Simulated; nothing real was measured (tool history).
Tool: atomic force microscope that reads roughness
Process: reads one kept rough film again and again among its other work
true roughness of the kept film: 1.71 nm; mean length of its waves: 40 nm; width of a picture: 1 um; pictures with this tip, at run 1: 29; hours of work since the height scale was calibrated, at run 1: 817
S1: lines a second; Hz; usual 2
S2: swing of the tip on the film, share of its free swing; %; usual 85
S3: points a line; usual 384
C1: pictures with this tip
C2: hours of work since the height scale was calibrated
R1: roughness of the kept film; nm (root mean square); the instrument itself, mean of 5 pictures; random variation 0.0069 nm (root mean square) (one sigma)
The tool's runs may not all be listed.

run,hour,S1,S2,S3,C1,C2,R1
1,0,2,85,384,29,817,1.339
2,12.1,0.5,85,384,52,826,1.48
# hour 28.7: new tip fitted
3,31.1,0.5,85,384,5,839,1.565
4,55.2,2,85,384,51,855,1.319
# hour 71.6: new tip fitted
5,83.4,2,85,384,22,874,1.363
6,95.9,2,85,384,46,883,1.32
# hour 115: new tip fitted
7,125.2,2,85,384,19,903,1.369
8,140.6,2,85,384,48,913,1.326
# hour 158.9: new tip fitted
9,161.7,2,85,384,5,928,1.376
10,180.7,2,85,384,41,941,1.322
11,200.6,2,85,384,79,954,1.278
# hour 203.1: new tip fitted
12,214.6,2,85,362,22,964,1.34
13,233.6,2,85,362,58,977,1.316
# hour 246.1: new tip fitted
14,258.7,2,85,384,24,994,1.326
15,283.5,2,85,384,71,1011,1.272
# hour 289.3: new tip fitted
16,303.8,2,85,384,27,1024,1.341
17,321.9,2,81,384,61,1037,1.33
# hour 332.6: new tip fitted
18,344.1,2,81,384,22,1052,1.375
19,369.8,2,81,384,71,1070,1.317
# hour 376.6: new tip fitted
20,398.7,2,85,384,41,1089,1.316
# hour 419.5: new tip fitted
21,428.8,2,85,384,17,1109,1.352
22,452.8,2,85,280,63,1126,1.284
# hour 463.2: new tip fitted
23,472.3,2,85,260,18,1139,1.337
24,496.1,2,85,700,63,1156,1.305
# hour 506.5: new tip fitted
25,511.4,2,85,700,10,1166,1.367
26,527.1,2,85,700,39,1177,1.336
27,544.6,3.86,74,609,72,1189,1.27
# hour 549.3: new tip fitted
28,563.8,3.86,74,609,28,1202,1.308
29,580.3,2.52,80,584,59,1213,1.303
# hour 591.8: new tip fitted
30,594.2,2.65,62,755,4,1222,1.505
31,613.2,2.81,62,384,40,1235,1.446
# hour 635.3: new tip fitted
32,640.2,2.65,62,313,9,1253,1.489
33,657.2,1.48,72,274,41,1265,1.455
# hour 678.4: new tip fitted
34,683.5,1.21,67,384,9,1283,1.539
35,712.7,1.21,67,384,65,1303,1.452
# hour 721.4: new tip fitted
36,729.4,0.56,75,387,15,1314,1.554
37,755.6,0.62,70,319,65,1332,1.488
# hour 764: new tip fitted
38,768.2,0.62,70,688,7,1341,1.568
# hour 778.5: height scale calibrated on a step standard
39,786.5,0.73,68,688,40,5,1.546
40,807,1.23,61,660,79,20,1.505
# hour 809.7: new tip fitted
41,830.6,1.23,61,660,40,36,1.565
42,847.7,1.45,55,660,72,47,1.523
# hour 852.7: new tip fitted
43,870.6,1.45,55,660,34,63,1.572
# hour 895.2: new tip fitted
44,900.6,3.4,80,384,10,83,1.325
45,913.6,3.4,80,384,35,92,1.298
46,928.5,3.4,88,772,63,102,1.164
# hour 939.5: new tip fitted
47,941.5,2.21,69,540,3,111,1.519
48,957.8,2.21,69,540,34,122,1.482
# hour 982.6: new tip fitted
49,987.7,0.98,85,794,10,142,1.523
50,1006.7,1.49,58,384,46,156,1.547

Forecast each of these 3 alternatives for the next run:
# hour 1026.3: new tip fitted
A,1027.4,1.54,58,384,2,169,?
# hour 1026.3: new tip fitted
B,1027.4,2.68,87,384,2,169,?
# hour 1026.3: new tip fitted
C,1027.4,1.49,71,1000,2,169,?

run,R1
A,1.598
B,1.301
C,1.551
Without the tool's hidden state the same runs would have given:
run,R1
A,1.609
B,1.31
C,1.562
